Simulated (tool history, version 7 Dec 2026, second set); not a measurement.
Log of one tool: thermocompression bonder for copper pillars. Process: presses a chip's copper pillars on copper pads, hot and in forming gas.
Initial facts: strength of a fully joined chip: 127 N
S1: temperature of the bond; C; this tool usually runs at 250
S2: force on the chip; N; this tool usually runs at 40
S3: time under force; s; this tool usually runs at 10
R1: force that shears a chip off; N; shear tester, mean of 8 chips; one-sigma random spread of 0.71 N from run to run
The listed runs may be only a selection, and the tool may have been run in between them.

run,hour,S1,S2,S3,R1
1,0,250,40,10,48.5
2,22.9,250,40,7,42.4
3,65.5,250,40,7,43.4
4,88.3,250,40,7,42.7
# hour 99.9: forming gas filter changed
5,128.6,250,26,7,24.9
6,173.9,250,31,10,37.5
7,198.5,250,31,10,36.8
8,224.9,250,40,10,48.9
9,271.3,250,40,19,62
10,299.2,250,40,19,63.1
11,331.1,250,40,19,62.7
12,360.8,250,40,10,49
13,398.7,250,40,10,50
14,441.8,222,40,10,34.4
15,462.4,222,40,10,34.9
16,498.7,222,40,10,34.3
17,535.4,250,40,10,50.5
18,557.5,250,40,10,50.7
19,602.9,250,40,10,50.4
20,649.4,250,40,10,50
21,690.3,250,40,10,49.1
22,728.8,274,40,26,86.6
23,759.3,274,28,24,61.2
# hour 774.6: heater calibrated with a thermocouple chip
24,781.5,274,28,24,61.2
25,815.9,274,28,24,60.7
# hour 819.1: forming gas filter changed
26,840.6,240,32,24,48.8

What does the tool deliver on the next run?
27,886.9,240,32,24,?

{"run 27": {"R1": 47.1}}
With the hidden condition absent and the run-to-run variation left alone, this run would have shown R1 46.9 N.
